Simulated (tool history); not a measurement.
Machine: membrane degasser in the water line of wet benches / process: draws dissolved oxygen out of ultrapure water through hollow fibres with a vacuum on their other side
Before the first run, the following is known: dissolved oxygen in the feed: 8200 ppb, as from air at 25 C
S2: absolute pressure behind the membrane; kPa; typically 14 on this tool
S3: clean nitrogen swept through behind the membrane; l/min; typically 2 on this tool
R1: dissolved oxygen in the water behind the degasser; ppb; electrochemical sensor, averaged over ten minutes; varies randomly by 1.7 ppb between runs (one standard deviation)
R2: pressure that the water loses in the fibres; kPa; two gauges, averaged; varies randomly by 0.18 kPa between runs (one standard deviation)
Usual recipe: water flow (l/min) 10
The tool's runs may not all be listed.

Run 1, day 0: usual settings. Result: R1 177.8 ppb, R2 31.39 kPa.
Run 2, day 3.225: usual settings but S3 2.58 l/min. Result: R1 149.7 ppb, R2 32.08 kPa.
Run 3, day 5.783: usual settings but S3 2.58 l/min. Result: R1 149.8 ppb, R2 31.99 kPa.
Run 4, day 8.846: usual settings but S2 9.2 kPa. Result: R1 122.4 ppb, R2 32.13 kPa.
Run 5, day 11.762: usual settings but S2 9.2 kPa. Result: R1 120.8 ppb, R2 31.96 kPa.
Run 6, day 13.604: usual settings but S2 9.2 kPa. Result: R1 121.9 ppb, R2 32.09 kPa.
Run 7, day 16.742: usual settings but S3 5 l/min. Result: R1 98.1 ppb, R2 32.36 kPa.
Run 8, day 18.938: usual settings but S3 1.56 l/min. Result: R1 212.8 ppb, R2 31.96 kPa.
Run 9, day 20.821: usual settings but S2 17.1 kPa, S3 1.56 l/min. Result: R1 254.7 ppb, R2 31.84 kPa.
Run 10, day 22.192: usual settings but S2 17.1 kPa, S3 1.56 l/min. Result: R1 257.6 ppb, R2 31.87 kPa.
Run 11, day 24.5: usual settings but S2 17.1 kPa, S3 1.56 l/min. Result: R1 257.8 ppb, R2 31.84 kPa.
Run 12, day 26.442: usual settings but S2 21.2 kPa. Result: R1 261.5 ppb, R2 32.27 kPa.
Run 13, day 28.096: usual settings but water flow (l/min) 8, S2 28.8 kPa, S3 1.91 l/min. Result: R1 283.4 ppb, R2 25.73 kPa.
Run 14, day 29.95: usual settings but S2 24.1 kPa. Result: R1 298.4 ppb, R2 32.05 kPa.

Run 15 is up next; what results do you expect?
Run 15, day 32.079: usual settings but S2 24.1 kPa. Result: R1 ?, R2 ?.

R1: 299.9 ppb
R2: 32.26 kPa
With the hidden condition absent and the run-to-run variation left alone, this run would have shown R1 287.6 ppb, R2 31.66 kPa.
